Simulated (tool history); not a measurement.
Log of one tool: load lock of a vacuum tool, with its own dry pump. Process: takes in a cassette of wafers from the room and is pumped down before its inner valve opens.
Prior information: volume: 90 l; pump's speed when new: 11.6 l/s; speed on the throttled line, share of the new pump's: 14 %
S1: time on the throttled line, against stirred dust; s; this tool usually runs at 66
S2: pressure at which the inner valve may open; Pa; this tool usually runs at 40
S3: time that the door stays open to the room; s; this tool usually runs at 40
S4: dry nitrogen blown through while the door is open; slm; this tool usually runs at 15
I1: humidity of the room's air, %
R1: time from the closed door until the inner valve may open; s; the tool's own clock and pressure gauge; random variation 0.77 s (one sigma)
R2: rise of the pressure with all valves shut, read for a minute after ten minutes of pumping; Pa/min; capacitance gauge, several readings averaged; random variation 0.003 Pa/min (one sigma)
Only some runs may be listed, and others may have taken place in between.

run    hour  S1  S2   S3  S4    I1     R1     R2
  1       0  66  40   40  15  44.1  119.5  0.017
  2   191.2  66  40   40  15  47.6  116.1   0.02
  3     463  66  40   40  15  44.5  117.8  0.018
  4     594  94  40   40  15    43  141.2  0.013
  5   788.7  94  40   40  15    46    141  0.022
  6  1017.3  94  40   40  15  42.4  141.8  0.013
  7  1167.2  66  40  130  15  47.1  116.5  0.041
  8  1393.5  66  40  130  15  46.8  118.6  0.043
  9  1533.1  66  40   40   4  41.1  118.1  0.024
 10  1738.4  66  40   40  15  42.7  118.5  0.016
 11  2026.8  66  40   40  15  40.9  116.9  0.013
 12  2283.3  66  33   40  15  44.4  119.3  0.017
 13  2438.3  66  40   40  15  47.9  116.4  0.023
 14  2645.2  66  40   40  15  47.3  117.8   0.02
 15  2887.3  66  40   42  15  42.5    118   0.02
 16  3029.1  66  40   42  15    47  117.4  0.022
 17    3241  66  40   42  15  48.2  117.3  0.023
 18  3472.8  81  40  112  15  46.5  130.1  0.042
 19  3721.6  81  40  112  15    42    130  0.032
 20  3878.9  66  47   35  15  44.9  116.6  0.006
 21  4038.4  56  40  141  15  44.8  108.8  0.047
 22  4312.4  56  40  141  15  45.9  109.2  0.044
 23  4480.2  78  40   40  15  47.7  128.9  0.017
 24  4608.3  78  40   40  15  47.9  127.1  0.019
 25  4837.8  61  29   29  35    40    116  0.012
 26  5129.6  61  29   29  35  45.2  114.4  0.011
 27  5380.1  61  29   29  35  44.1  115.9  0.011
 28  5584.8  61  31   29  35    47  115.2  0.013

3 ways to go on from here, each from the tool as it stands after run 28. What would each give?
  A  5777.4  46  40  127  45  47.9   ?   ?
  B  5777.4  58  40   40  15  46.7   ?   ?
  C  5777.4  66  40   40  15  45.9   ?   ?

run     R1     R2
  A  101.1  0.028
  B  110.6  0.018
  C  117.8   0.02
Without the tool's unlogged condition, the same runs would have read:
run     R1     R2
  A  101.1  0.027
  B  110.6  0.017
  C  117.8  0.019
